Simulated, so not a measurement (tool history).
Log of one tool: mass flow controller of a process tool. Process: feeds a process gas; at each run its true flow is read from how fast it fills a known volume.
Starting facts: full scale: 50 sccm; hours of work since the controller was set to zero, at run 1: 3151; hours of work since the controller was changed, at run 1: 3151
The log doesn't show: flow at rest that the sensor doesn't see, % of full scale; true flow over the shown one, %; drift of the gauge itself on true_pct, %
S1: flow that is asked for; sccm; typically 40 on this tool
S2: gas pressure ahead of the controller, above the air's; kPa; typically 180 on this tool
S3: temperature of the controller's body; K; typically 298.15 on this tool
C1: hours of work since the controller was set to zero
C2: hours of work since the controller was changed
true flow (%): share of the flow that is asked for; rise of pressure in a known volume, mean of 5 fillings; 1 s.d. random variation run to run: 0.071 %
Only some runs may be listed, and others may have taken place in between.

{"run": 1, "hour": 0.0, "S1": 40, "S2": 180, "S3": 298.15, "C1": 3151, "C2": 3151, "true flow (%)": 99.96}
{"run": 2, "hour": 83.7, "S1": 40, "S2": 180, "S3": 298.15, "C1": 3192, "C2": 3192, "true flow (%)": 99.9}
{"run": 3, "hour": 212.3, "S1": 40, "S2": 180, "S3": 298.15, "C1": 3254, "C2": 3254, "true flow (%)": 100.05}
{"run": 4, "hour": 316.4, "S1": 31, "S2": 180, "S3": 298.15, "C1": 3305, "C2": 3305, "true flow (%)": 99.71}
{"run": 5, "hour": 462.7, "S1": 31, "S2": 180, "S3": 298.15, "C1": 3376, "C2": 3376, "true flow (%)": 99.92}
{"run": 6, "hour": 590.1, "S1": 31, "S2": 180, "S3": 298.15, "C1": 3438, "C2": 3438, "true flow (%)": 100.12}
{"run": 7, "hour": 686.0, "S1": 31, "S2": 180, "S3": 298.15, "C1": 3484, "C2": 3484, "true flow (%)": 100.04}
{"run": 8, "hour": 793.9, "S1": 31, "S2": 180, "S3": 298.15, "C1": 3537, "C2": 3537, "true flow (%)": 100.2}
{"run": 9, "hour": 926.2, "S1": 31, "S2": 180, "S3": 298.15, "C1": 3601, "C2": 3601, "true flow (%)": 100.34}
{"run": 10, "hour": 1075.6, "S1": 31, "S2": 180, "S3": 298.15, "C1": 3674, "C2": 3674, "true flow (%)": 100.45}
{"run": 11, "hour": 1185.2, "S1": 40, "S2": 180, "S3": 298.15, "C1": 3727, "C2": 3727, "true flow (%)": 100.7}
{"run": 12, "hour": 1279.0, "S1": 40, "S2": 180, "S3": 308.15, "C1": 3772, "C2": 3772, "true flow (%)": 100.1}
{"run": 13, "hour": 1354.5, "S1": 40, "S2": 180, "S3": 308.15, "C1": 3809, "C2": 3809, "true flow (%)": 100.3}
{"run": 14, "hour": 1512.9, "S1": 40, "S2": 183, "S3": 298.15, "C1": 3886, "C2": 3886, "true flow (%)": 100.85}
{"run": 15, "hour": 1600.3, "S1": 40, "S2": 183, "S3": 298.15, "C1": 3929, "C2": 3929, "true flow (%)": 101.04}
{"run": 16, "hour": 1704.6, "S1": 6, "S2": 180, "S3": 298.15, "C1": 3979, "C2": 3979, "true flow (%)": 100.11}
{"run": 17, "hour": 1783.6, "S1": 6, "S2": 180, "S3": 298.15, "C1": 4018, "C2": 4018, "true flow (%)": 100.32}
{"run": 18, "hour": 1931.3, "S1": 40, "S2": 180, "S3": 298.15, "C1": 4089, "C2": 4089, "true flow (%)": 101.21}
{"run": 19, "hour": 2024.3, "S1": 40, "S2": 180, "S3": 298.15, "C1": 4135, "C2": 4135, "true flow (%)": 101.4}
{"run": 20, "hour": 2111.2, "S1": 40, "S2": 187, "S3": 298.15, "C1": 4177, "C2": 4177, "true flow (%)": 101.31}
{"run": 21, "hour": 2278.7, "S1": 40, "S2": 187, "S3": 298.15, "C1": 4258, "C2": 4258, "true flow (%)": 101.44}
{"run": 22, "hour": 2397.6, "S1": 40, "S2": 187, "S3": 298.15, "C1": 4316, "C2": 4316, "true flow (%)": 101.5}
{"run": 23, "hour": 2473.6, "S1": 40, "S2": 187, "S3": 298.15, "C1": 4353, "C2": 4353, "true flow (%)": 101.61}
{"run": 24, "hour": 2624.5, "S1": 9, "S2": 180, "S3": 298.15, "C1": 4426, "C2": 4426, "true flow (%)": 101.02}
{"run": 25, "hour": 2743.2, "S1": 40, "S2": 151, "S3": 298.15, "C1": 4484, "C2": 4484, "true flow (%)": 102.03}
{"run": 26, "hour": 2831.8, "S1": 40, "S2": 151, "S3": 302.15, "C1": 4527, "C2": 4527, "true flow (%)": 101.72}
{"run": 27, "hour": 2932.2, "S1": 38, "S2": 180, "S3": 298.15, "C1": 4576, "C2": 4576, "true flow (%)": 101.83}
{"run": 28, "hour": 3100.6, "S1": 8, "S2": 206, "S3": 298.15, "C1": 4658, "C2": 4658, "true flow (%)": 101.04}
{"run": 29, "hour": 3193.6, "S1": 16, "S2": 180, "S3": 298.15, "C1": 4703, "C2": 4703, "true flow (%)": 101.45}
{"run": 30, "hour": 3272.5, "S1": 11, "S2": 146, "S3": 304.15, "C1": 4741, "C2": 4741, "true flow (%)": 101.24}
{"run": 31, "hour": 3437.7, "S1": 40, "S2": 180, "S3": 293.15, "C1": 4821, "C2": 4821, "true flow (%)": 102.69}
{"run": 32, "hour": 3515.0, "S1": 40, "S2": 180, "S3": 293.15, "C1": 4859, "C2": 4859, "true flow (%)": 102.68}
{"run": 33, "hour": 3642.6, "S1": 13, "S2": 208, "S3": 308.15, "C1": 4921, "C2": 4921, "true flow (%)": 101.01}
{"run": 34, "hour": 3752.5, "S1": 13, "S2": 208, "S3": 308.15, "C1": 4974, "C2": 4974, "true flow (%)": 101.11}
{"run": 35, "hour": 3839.7, "S1": 10, "S2": 243, "S3": 295.15, "C1": 5017, "C2": 5017, "true flow (%)": 101.77}
{"hour": 3983.0, "done": "gauge calibrated"}
{"run": 36, "hour": 3987.4, "S1": 17, "S2": 254, "S3": 296.15, "C1": 5088, "C2": 5088, "true flow (%)": 99.24}
{"run": 37, "hour": 4087.4, "S1": 32, "S2": 272, "S3": 301.15, "C1": 5137, "C2": 5137, "true flow (%)": 99.21}
{"run": 38, "hour": 4243.1, "S1": 22, "S2": 250, "S3": 293.15, "C1": 5213, "C2": 5213, "true flow (%)": 99.79}
{"run": 39, "hour": 4373.0, "S1": 12, "S2": 180, "S3": 296.15, "C1": 5276, "C2": 5276, "true flow (%)": 99.6}
{"run": 40, "hour": 4469.6, "S1": 12, "S2": 180, "S3": 296.15, "C1": 5323, "C2": 5323, "true flow (%)": 99.69}
{"run": 41, "hour": 4549.7, "S1": 12, "S2": 141, "S3": 294.15, "C1": 5362, "C2": 5362, "true flow (%)": 99.9}
{"run": 42, "hour": 4703.3, "S1": 12, "S2": 141, "S3": 294.15, "C1": 5436, "C2": 5436, "true flow (%)": 100.05}
{"run": 43, "hour": 4774.8, "S1": 12, "S2": 141, "S3": 294.15, "C1": 5471, "C2": 5471, "true flow (%)": 100.01}
{"run": 44, "hour": 4928.6, "S1": 18, "S2": 155, "S3": 298.15, "C1": 5546, "C2": 5546, "true flow (%)": 100}
{"run": 45, "hour": 5060.8, "S1": 7, "S2": 181, "S3": 296.15, "C1": 5610, "C2": 5610, "true flow (%)": 99.91}
{"run": 46, "hour": 5153.5, "S1": 7, "S2": 181, "S3": 296.15, "C1": 5655, "C2": 5655, "true flow (%)": 99.94}
{"run": 47, "hour": 5281.4, "S1": 12, "S2": 247, "S3": 293.15, "C1": 5717, "C2": 5717, "true flow (%)": 100.22}
{"run": 48, "hour": 5384.1, "S1": 10, "S2": 247, "S3": 293.15, "C1": 5767, "C2": 5767, "true flow (%)": 100.22}

4 options for the next run, each taken on its own from the tool as it stands now. Forecast them:
{"run": "A", "hour": 5490.8, "S1": 10, "S2": 180, "S3": 297.15, "C1": 5819, "C2": 5819, "true flow (%)": "?"}
{"run": "B", "hour": 5490.8, "S1": 12, "S2": 247, "S3": 293.15, "C1": 5819, "C2": 5819, "true flow (%)": "?"}
{"run": "C", "hour": 5490.8, "S1": 16, "S2": 247, "S3": 299.15, "C1": 5819, "C2": 5819, "true flow (%)": "?"}
{"run": "D", "hour": 5490.8, "S1": 40, "S2": 196, "S3": 298.15, "C1": 5819, "C2": 5819, "true flow (%)": "?"}

run=A true_flow_(%)=100.31
run=B true_flow_(%)=100.31
run=C true_flow_(%)=99.99
run=D true_flow_(%)=100.93
What these runs would have given with no unlogged condition in the tool:
run=A true_flow_(%)=99.24
run=B true_flow_(%)=99.24
run=C true_flow_(%)=98.91
run=D true_flow_(%)=99.84
